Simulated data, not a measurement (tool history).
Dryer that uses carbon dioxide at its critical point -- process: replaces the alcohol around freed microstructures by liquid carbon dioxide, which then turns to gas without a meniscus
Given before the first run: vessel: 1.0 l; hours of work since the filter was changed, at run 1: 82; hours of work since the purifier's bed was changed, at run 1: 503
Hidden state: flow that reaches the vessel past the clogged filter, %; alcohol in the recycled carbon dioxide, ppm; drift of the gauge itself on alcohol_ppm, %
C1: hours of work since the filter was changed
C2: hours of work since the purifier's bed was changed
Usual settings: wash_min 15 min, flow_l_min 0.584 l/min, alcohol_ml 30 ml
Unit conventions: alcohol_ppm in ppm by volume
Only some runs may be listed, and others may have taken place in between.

Run 1, day 0.000: usual settings; C1 82; C2 503. Result: alcohol_ppm 171 ppm by volume.
Run 2, day 0.738: usual settings; C1 89; C2 510. Result: alcohol_ppm 189 ppm by volume.
Run 3, day 1.883: usual settings; C1 100; C2 521. Result: alcohol_ppm 179 ppm by volume.
Run 4, day 2.550: usual settings; C1 107; C2 527. Result: alcohol_ppm 199 ppm by volume.
Run 5, day 3.267: usual settings; C1 114; C2 534. Result: alcohol_ppm 196 ppm by volume.
Run 6, day 4.554: usual settings; C1 126; C2 546. Result: alcohol_ppm 202 ppm by volume.
Run 7, day 5.129: usual settings but flow_l_min 0.677 l/min; C1 132; C2 552. Result: alcohol_ppm 146 ppm by volume.
Run 8, day 6.117: usual settings; C1 141; C2 561. Result: alcohol_ppm 216 ppm by volume.
Run 9, day 6.975: usual settings; C1 149; C2 570. Result: alcohol_ppm 208 ppm by volume.
Run 10, day 8.092: usual settings; C1 160; C2 581. Result: alcohol_ppm 221 ppm by volume.
Run 11, day 9.329: usual settings; C1 172; C2 592. Result: alcohol_ppm 239 ppm by volume.
Run 12, day 10.404: usual settings; C1 182; C2 603. Result: alcohol_ppm 232 ppm by volume.
Run 13, day 11.221: usual settings; C1 190; C2 611. Result: alcohol_ppm 242 ppm by volume.
At day 11.371: inlet filter changed.
Run 14, day 12.354: usual settings; C1 9; C2 621. Result: alcohol_ppm 190 ppm by volume.
Run 15, day 13.350: usual settings; C1 19; C2 631. Result: alcohol_ppm 184 ppm by volume.
Run 16, day 14.575: usual settings; C1 31; C2 643. Result: alcohol_ppm 195 ppm by volume.
Run 17, day 15.738: usual settings; C1 42; C2 654. Result: alcohol_ppm 197 ppm by volume.
Run 18, day 16.888: usual settings; C1 53; C2 665. Result: alcohol_ppm 215 ppm by volume.
Run 19, day 17.850: usual settings but flow_l_min 0.969 l/min; C1 62; C2 674. Result: alcohol_ppm 142 ppm by volume.
Run 20, day 18.729: usual settings but flow_l_min 0.969 l/min; C1 71; C2 683. Result: alcohol_ppm 130 ppm by volume.
Run 21, day 19.992: usual settings but flow_l_min 0.969 l/min; C1 83; C2 695. Result: alcohol_ppm 133 ppm by volume.
Run 22, day 20.696: usual settings but flow_l_min 0.969 l/min; C1 90; C2 702. Result: alcohol_ppm 139 ppm by volume.
Run 23, day 21.912: usual settings but wash_min 17 min, flow_l_min 0.560 l/min, alcohol_ml 54 ml; C1 102; C2 713. Result: alcohol_ppm 237 ppm by volume.
Run 24, day 22.583: usual settings but wash_min 12 min, flow_l_min 0.730 l/min; C1 108; C2 720. Result: alcohol_ppm 230 ppm by volume.
Run 25, day 23.821: usual settings but wash_min 12 min, flow_l_min 0.664 l/min, alcohol_ml 95 ml; C1 120; C2 732. Result: alcohol_ppm 611 ppm by volume.
Run 26, day 25.158: usual settings but flow_l_min 0.589 l/min, alcohol_ml 106 ml; C1 133; C2 745. Result: alcohol_ppm 471 ppm by volume.
Run 27, day 26.288: usual settings but wash_min 20 min, flow_l_min 0.472 l/min, alcohol_ml 20 ml; C1 144; C2 755. Result: alcohol_ppm 183 ppm by volume.
Run 28, day 27.079: usual settings but wash_min 19 min, alcohol_ml 96 ml; C1 151; C2 763. Result: alcohol_ppm 222 ppm by volume.
Run 29, day 28.383: usual settings but wash_min 10 min, flow_l_min 0.655 l/min, alcohol_ml 68 ml; C1 164; C2 776. Result: alcohol_ppm 1159 ppm by volume.
Run 30, day 28.962: usual settings but flow_l_min 0.509 l/min, alcohol_ml 21 ml; C1 170; C2 781. Result: alcohol_ppm 320 ppm by volume.
Run 31, day 30.158: usual settings but wash_min 10 min, flow_l_min 0.798 l/min, alcohol_ml 37 ml; C1 181; C2 793. Result: alcohol_ppm 368 ppm by volume.
Run 32, day 31.083: usual settings but flow_l_min 0.719 l/min, alcohol_ml 71 ml; C1 190; C2 802. Result: alcohol_ppm 224 ppm by volume.
At day 31.229: inlet filter changed.
Run 33, day 32.412: usual settings but wash_min 10 min, flow_l_min 0.884 l/min, alcohol_ml 58 ml; C1 11; C2 814. Result: alcohol_ppm 263 ppm by volume.
Run 34, day 33.167: usual settings but wash_min 10 min, flow_l_min 0.858 l/min, alcohol_ml 45 ml; C1 19; C2 821. Result: alcohol_ppm 257 ppm by volume.
Run 35, day 34.054: usual settings but alcohol_ml 28 ml; C1 27; C2 830. Result: alcohol_ppm 231 ppm by volume.
Run 36, day 35.262: usual settings but flow_l_min 0.507 l/min, alcohol_ml 23 ml; C1 39; C2 842. Result: alcohol_ppm 288 ppm by volume.
Run 37, day 36.246: usual settings but flow_l_min 0.507 l/min, alcohol_ml 23 ml; C1 48; C2 851. Result: alcohol_ppm 313 ppm by volume.
Run 38, day 36.900: usual settings but wash_min 22 min, flow_l_min 0.507 l/min, alcohol_ml 39 ml; C1 55; C2 857. Result: alcohol_ppm 191 ppm by volume.
Run 39, day 37.725: usual settings but wash_min 10 min, flow_l_min 0.507 l/min, alcohol_ml 50 ml; C1 63; C2 865. Result: alcohol_ppm 1879 ppm by volume.

The same runs without the tool's hidden state, with the same run-to-run variation:
run  alcohol_ppm
  1           54
  2           66
  3           56
  4           67
  5           62
  6           66
  7           28
  8           69
  9           60
 10           61
 11           70
 12           59
 13           64
 14           71
 15           62
 16           67
 17           61
 18           75
 19           15
 20            2
 21            5
 22            7
 23           70
 24           68
 25          321
 26          206
 27           22
 28           39
 29          643
 30           97
 31          123
 32           29
 33           97
 34           95
 35           66
 36          116
 37          127
 38           29
 39         1482

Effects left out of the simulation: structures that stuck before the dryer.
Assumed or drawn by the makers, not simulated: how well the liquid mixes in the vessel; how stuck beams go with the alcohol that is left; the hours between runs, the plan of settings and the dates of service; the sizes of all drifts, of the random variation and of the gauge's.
